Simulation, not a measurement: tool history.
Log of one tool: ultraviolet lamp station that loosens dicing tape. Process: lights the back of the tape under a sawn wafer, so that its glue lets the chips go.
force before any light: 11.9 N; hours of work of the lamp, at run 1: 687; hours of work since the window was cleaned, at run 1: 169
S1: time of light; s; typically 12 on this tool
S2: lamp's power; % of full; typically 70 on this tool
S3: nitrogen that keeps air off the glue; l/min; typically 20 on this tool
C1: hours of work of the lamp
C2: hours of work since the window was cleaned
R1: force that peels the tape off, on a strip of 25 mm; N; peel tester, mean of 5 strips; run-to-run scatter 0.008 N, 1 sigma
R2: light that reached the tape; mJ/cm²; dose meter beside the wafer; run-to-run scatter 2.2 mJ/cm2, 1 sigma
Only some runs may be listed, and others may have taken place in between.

Run 1, day 0: usual settings; C1 687; C2 169. Result: R1 0.325 N, R2 192 mJ/cm².
Run 2, day 1.992: usual settings; C1 718; C2 199. Result: R1 0.314 N, R2 192 mJ/cm².
Run 3, day 2.975: usual settings but S2 93 % of full; C1 733; C2 215. Result: R1 0.185 N, R2 248 mJ/cm².
Run 4, day 4.217: usual settings but S2 93 % of full; C1 753; C2 234. Result: R1 0.194 N, R2 251 mJ/cm².
Run 5, day 5.512: usual settings; C1 773; C2 254. Result: R1 0.312 N, R2 191 mJ/cm².
Run 6, day 7.546: usual settings but S3 6 l/min; C1 804; C2 285. Result: R1 0.657 N, R2 192 mJ/cm².
Run 7, day 9.517: usual settings but S3 6 l/min; C1 835; C2 316. Result: R1 0.678 N, R2 191 mJ/cm².
Run 8, day 11.025: usual settings but S1 13 s; C1 858; C2 339. Result: R1 0.251 N, R2 202 mJ/cm².
Run 9, day 13.046: usual settings but S3 30 l/min; C1 889; C2 370. Result: R1 0.262 N, R2 187 mJ/cm².
Run 10, day 15.042: usual settings but S3 30 l/min; C1 920; C2 401. Result: R1 0.263 N, R2 188 mJ/cm².
Run 11, day 16.15: usual settings but S3 30 l/min; C1 937; C2 418. Result: R1 0.266 N, R2 189 mJ/cm².
Run 12, day 17.546: usual settings but S3 30 l/min; C1 959; C2 440. Result: R1 0.263 N, R2 190 mJ/cm².
Run 13, day 19.371: usual settings but S1 17 s, S3 15 l/min; C1 987; C2 468. Result: R1 0.179 N, R2 265 mJ/cm².
Run 14, day 21.008: usual settings but S1 16 s, S2 92 % of full; C1 1013; C2 494. Result: R1 0.152 N, R2 330 mJ/cm².
Run 15, day 22.446: usual settings but S1 8 s, S2 64 % of full, S3 17 l/min; C1 1035; C2 516. Result: R1 1.167 N, R2 114 mJ/cm².
Run 16, day 24.238: usual settings but S1 8 s, S2 64 % of full, S3 17 l/min; C1 1062; C2 544. Result: R1 1.144 N, R2 115 mJ/cm².
At day 24.888: window cleaned of glue's vapour.
Run 17, day 25.696: usual settings but S1 7 s, S2 64 % of full, S3 17 l/min; C1 1085; C2 12. Result: R1 1.443 N, R2 99 mJ/cm².
Run 18, day 26.975: usual settings but S1 9 s, S2 86 % of full, S3 8 l/min; C1 1105; C2 32. Result: R1 0.681 N, R2 173 mJ/cm².
Run 19, day 28.533: usual settings but S1 11 s, S2 72 % of full, S3 22 l/min; C1 1129; C2 56. Result: R1 0.344 N, R2 179 mJ/cm².
At day 30.142: lamp changed.
Run 20, day 30.358: usual settings but S1 7 s, S2 72 % of full, S3 22 l/min; C1 3; C2 84. Result: R1 1.058 N, R2 116 mJ/cm².

Predict the results of run 21:
Run 21, day 31.862: usual settings but S1 10 s; C1 27; C2 107. Result: R1 ?, R2 ?.

Logged for run 21: R1 0.479 N, R2 156 mJ/cm².
The same run, on a tool lacking any hidden state, would have yielded R1 0.479 N, R2 156 mJ/cm².

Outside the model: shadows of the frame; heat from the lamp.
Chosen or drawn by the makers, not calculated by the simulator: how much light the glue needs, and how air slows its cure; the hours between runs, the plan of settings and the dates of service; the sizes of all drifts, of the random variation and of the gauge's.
